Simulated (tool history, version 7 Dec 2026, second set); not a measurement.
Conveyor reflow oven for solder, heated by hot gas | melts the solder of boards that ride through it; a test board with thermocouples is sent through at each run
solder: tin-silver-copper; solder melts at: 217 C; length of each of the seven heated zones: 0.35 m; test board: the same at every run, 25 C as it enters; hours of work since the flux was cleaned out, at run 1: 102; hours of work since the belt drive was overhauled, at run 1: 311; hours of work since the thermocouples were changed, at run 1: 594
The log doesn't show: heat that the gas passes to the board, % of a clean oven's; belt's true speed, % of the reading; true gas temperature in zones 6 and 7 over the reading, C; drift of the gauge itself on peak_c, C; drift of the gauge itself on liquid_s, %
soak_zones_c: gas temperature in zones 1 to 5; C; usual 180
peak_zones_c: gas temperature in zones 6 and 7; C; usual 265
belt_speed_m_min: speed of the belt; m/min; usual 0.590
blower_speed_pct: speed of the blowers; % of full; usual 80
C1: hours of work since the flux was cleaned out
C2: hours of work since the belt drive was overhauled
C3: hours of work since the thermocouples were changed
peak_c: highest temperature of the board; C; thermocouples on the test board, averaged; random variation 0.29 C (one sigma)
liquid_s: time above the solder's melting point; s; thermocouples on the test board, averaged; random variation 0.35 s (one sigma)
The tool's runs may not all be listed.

Run 1, hour 0.0: usual settings; C1 102; C2 311; C3 594. Result: peak_c 256.2 C, liquid_s 59.4 s.
Run 2, hour 23.9: usual settings but belt_speed_m_min 0.512 m/min; C1 116; C2 325; C3 608. Result: peak_c 259.2 C, liquid_s 71.1 s.
Run 3, hour 46.8: usual settings but belt_speed_m_min 0.512 m/min; C1 130; C2 339; C3 622. Result: peak_c 258.6 C, liquid_s 71.6 s.
Run 4, hour 57.6: usual settings but belt_speed_m_min 0.512 m/min; C1 136; C2 345; C3 628. Result: peak_c 258.8 C, liquid_s 71.2 s.
Run 5, hour 82.1: usual settings but peak_zones_c 259 C; C1 151; C2 360; C3 643. Result: peak_c 250.4 C, liquid_s 56.1 s.
At hour 109.1: flux residue cleaned out of gas plates and filters.
Run 6, hour 111.6: usual settings but soak_zones_c 188 C; C1 1; C2 375; C3 658. Result: peak_c 256.9 C, liquid_s 63.0 s.
Run 7, hour 135.5: usual settings but soak_zones_c 188 C; C1 16; C2 389; C3 672. Result: peak_c 257.2 C, liquid_s 62.3 s.
Run 8, hour 150.8: usual settings but soak_zones_c 188 C; C1 25; C2 398; C3 681. Result: peak_c 257.0 C, liquid_s 63.1 s.
Run 9, hour 162.6: usual settings but soak_zones_c 188 C, belt_speed_m_min 0.696 m/min; C1 32; C2 405; C3 688. Result: peak_c 252.5 C, liquid_s 50.2 s.
Run 10, hour 186.8: usual settings but soak_zones_c 188 C, belt_speed_m_min 0.696 m/min; C1 47; C2 420; C3 703. Result: peak_c 252.8 C, liquid_s 50.4 s.
At hour 199.2: flux residue cleaned out of gas plates and filters, once more.
Run 11, hour 216.5: usual settings but soak_zones_c 188 C, peak_zones_c 266 C, belt_speed_m_min 0.696 m/min; C1 10; C2 435; C3 718. Result: peak_c 255.1 C, liquid_s 51.5 s.
Run 12, hour 233.4: usual settings but peak_zones_c 254 C; C1 21; C2 445; C3 728. Result: peak_c 246.6 C, liquid_s 54.6 s.
Run 13, hour 255.1: usual settings but peak_zones_c 254 C; C1 34; C2 458; C3 741. Result: peak_c 246.9 C, liquid_s 54.3 s.
Run 14, hour 270.9: usual settings but peak_zones_c 254 C; C1 43; C2 467; C3 750. Result: peak_c 247.4 C, liquid_s 54.1 s.
Run 15, hour 288.5: usual settings but peak_zones_c 254 C; C1 54; C2 478; C3 761. Result: peak_c 246.7 C, liquid_s 53.6 s.
Run 16, hour 307.8: usual settings but peak_zones_c 270 C, belt_speed_m_min 0.609 m/min; C1 65; C2 489; C3 772. Result: peak_c 260.6 C, liquid_s 60.0 s.
Run 17, hour 329.3: usual settings but belt_speed_m_min 0.577 m/min, blower_speed_pct 90 % of full; C1 78; C2 502; C3 785. Result: peak_c 258.6 C, liquid_s 62.7 s.
Run 18, hour 346.6: usual settings but peak_zones_c 257 C, belt_speed_m_min 0.667 m/min, blower_speed_pct 90 % of full; C1 89; C2 513; C3 796. Result: peak_c 248.0 C, liquid_s 48.3 s.
Run 19, hour 365.7: usual settings but peak_zones_c 257 C, belt_speed_m_min 0.667 m/min, blower_speed_pct 90 % of full; C1 100; C2 524; C3 807. Result: peak_c 248.4 C, liquid_s 48.3 s.
Run 20, hour 379.0: usual settings but peak_zones_c 257 C, belt_speed_m_min 0.667 m/min, blower_speed_pct 90 % of full; C1 108; C2 532; C3 815. Result: peak_c 248.2 C, liquid_s 48.4 s.
Run 21, hour 389.8: usual settings but peak_zones_c 261 C, belt_speed_m_min 0.550 m/min; C1 114; C2 539; C3 822. Result: peak_c 255.0 C, liquid_s 62.9 s.
Run 22, hour 409.6: usual settings but soak_zones_c 183 C, peak_zones_c 267 C, belt_speed_m_min 0.550 m/min, blower_speed_pct 67 % of full; C1 126; C2 551; C3 834. Result: peak_c 257.8 C, liquid_s 67.0 s.
Run 23, hour 421.3: usual settings but soak_zones_c 183 C, peak_zones_c 267 C, belt_speed_m_min 0.550 m/min, blower_speed_pct 67 % of full; C1 133; C2 558; C3 841. Result: peak_c 258.4 C, liquid_s 66.4 s.
Run 24, hour 436.3: usual settings but soak_zones_c 183 C, peak_zones_c 263 C, belt_speed_m_min 0.650 m/min, blower_speed_pct 67 % of full; C1 142; C2 567; C3 850. Result: peak_c 250.4 C, liquid_s 50.8 s.
Run 25, hour 451.1: usual settings but soak_zones_c 167 C; C1 151; C2 576; C3 859. Result: peak_c 254.4 C, liquid_s 55.2 s.
Run 26, hour 466.2: usual settings but soak_zones_c 171 C, blower_speed_pct 60 % of full; C1 160; C2 585; C3 868. Result: peak_c 250.7 C, liquid_s 52.4 s.
At hour 478.1: flux residue cleaned out of gas plates and filters.
Run 27, hour 488.2: usual settings but soak_zones_c 171 C, blower_speed_pct 60 % of full; C1 6; C2 595; C3 878. Result: peak_c 251.7 C, liquid_s 52.6 s.
Run 28, hour 507.0: usual settings but peak_zones_c 270 C, blower_speed_pct 60 % of full; C1 17; C2 606; C3 889. Result: peak_c 258.2 C, liquid_s 60.0 s.
Run 29, hour 523.2: usual settings but peak_zones_c 270 C, blower_speed_pct 60 % of full; C1 27; C2 616; C3 899. Result: peak_c 257.5 C, liquid_s 60.1 s.
Run 30, hour 542.0: usual settings but soak_zones_c 189 C, peak_zones_c 262 C, blower_speed_pct 60 % of full; C1 38; C2 627; C3 910. Result: peak_c 251.8 C, liquid_s 59.8 s.

Hidden state or all else? Some run-to-run changes of peak_c, split into what the settings, what came in and random variation would give without the hidden state, and what is left for the hidden state (with any gauge scatter that isn't in both results):
Run 8 -> 9: belt_speed_m_min 0.590 -> 0.696. peak_c -4.5 C: hidden state -0.3, all else -4.2.
Run 10 -> 11: peak_zones_c 265 -> 266, flux residue cleaned out of gas plates and filters, once more. peak_c +2.3 C: hidden state +1.5, all else +0.8.
Run 11 -> 12: soak_zones_c 188 -> 180, peak_zones_c 266 -> 254, belt_speed_m_min 0.696 -> 0.590. peak_c -8.5 C: hidden state +0.0, all else -8.5.
Run 15 -> 16: peak_zones_c 254 -> 270, belt_speed_m_min 0.590 -> 0.609. peak_c +13.9 C: hidden state +0.0, all else +13.9.
Run 17 -> 18: peak_zones_c 265 -> 257, belt_speed_m_min 0.577 -> 0.667. peak_c -10.6 C: hidden state -0.1, all else -10.5.
Run 26 -> 27: flux residue cleaned out of gas plates and filters. peak_c +1.0 C: hidden state +0.7, all else +0.3.
